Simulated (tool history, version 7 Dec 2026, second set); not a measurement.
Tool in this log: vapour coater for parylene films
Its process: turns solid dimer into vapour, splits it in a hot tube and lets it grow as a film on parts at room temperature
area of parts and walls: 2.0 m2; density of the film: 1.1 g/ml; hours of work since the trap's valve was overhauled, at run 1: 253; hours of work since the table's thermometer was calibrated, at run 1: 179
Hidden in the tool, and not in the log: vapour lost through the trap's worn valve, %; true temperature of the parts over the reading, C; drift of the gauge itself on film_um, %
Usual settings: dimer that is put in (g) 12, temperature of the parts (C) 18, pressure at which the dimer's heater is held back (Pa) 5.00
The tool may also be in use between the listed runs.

| run | day | dimer that is put in (g) | temperature of the parts (C) | pressure at which the dimer's heater is held back (Pa) | hours of work since the trap's valve was overhauled | hours of work since the table's thermometer was calibrated | thickness of the film (µm) |
|---|---|---|---|---|---|---|---|
| 1 | 0.000 | 12 | 18 | 5.00 | 253 | 179 | 4.18 |
| 2 | 0.767 | 12 | 18 | 5.00 | 265 | 191 | 4.20 |
| 3 | 1.588 | 12 | 18 | 2.46 | 277 | 203 | 4.90 |
| 4 | 2.262 | 12 | 18 | 2.46 | 288 | 214 | 4.91 |
| 5 | 2.679 | 12 | 18 | 2.46 | 294 | 220 | 4.93 |
| 6 | 3.429 | 12 | 18 | 2.46 | 306 | 232 | 4.93 |
|  | 4.392 | trap's valve overhauled |
| 7 | 4.425 | 19 | 18 | 2.46 | 1 | 244 | 7.82 |
| 8 | 5.317 | 19 | 18 | 2.46 | 14 | 258 | 7.85 |
| 9 | 6.042 | 12 | 18 | 2.38 | 25 | 269 | 5.03 |
| 10 | 6.692 | 12 | 18 | 5.00 | 35 | 279 | 4.25 |
| 11 | 7.392 | 12 | 18 | 5.00 | 46 | 290 | 4.22 |
| 12 | 8.038 | 9 | 18 | 5.00 | 56 | 300 | 3.18 |
| 13 | 8.496 | 12 | 18 | 5.00 | 63 | 307 | 4.25 |
| 14 | 9.346 | 13 | 12 | 2.59 | 76 | 320 | 5.89 |
| 15 | 9.904 | 13 | 12 | 2.59 | 85 | 329 | 5.88 |
| 16 | 10.433 | 13 | 12 | 2.59 | 93 | 337 | 5.88 |
| 17 | 11.062 | 9 | 21 | 11.58 | 103 | 347 | 2.34 |
|  | 11.946 | gauge calibrated |
| 18 | 11.967 | 9 | 21 | 11.58 | 117 | 361 | 2.30 |
| 19 | 12.488 | 6 | 18 | 4.49 | 125 | 369 | 2.13 |
| 20 | 13.054 | 7 | 24 | 3.42 | 134 | 377 | 2.09 |
| 21 | 13.692 | 7 | 24 | 3.42 | 143 | 387 | 2.10 |
| 22 | 14.600 | 12 | 29 | 9.87 | 157 | 401 | 2.31 |
| 23 | 15.083 | 8 | 21 | 5.00 | 165 | 409 | 2.49 |
| 24 | 15.496 | 14 | 20 | 3.92 | 171 | 415 | 4.80 |
| 25 | 16.371 | 7 | 20 | 3.92 | 185 | 429 | 2.38 |

Below are 3 alternative next runs, each starting from the tool's condition after run 25. Predict each:
| A | 17.154 | 7 | 20 | 2.04 | 197 | 441 | ? |
| B | 17.154 | 12 | 18 | 4.81 | 197 | 441 | ? |
| C | 17.154 | 14 | 18 | 5.00 | 197 | 441 | ? |

| run | thickness of the film (µm) |
|---|---|
| A | 2.77 |
| B | 4.26 |
| C | 4.90 |
With no hidden state in the tool, these same runs would have given:
| run | thickness of the film (µm) |
|---|---|
| A | 2.75 |
| B | 4.23 |
| C | 4.87 |
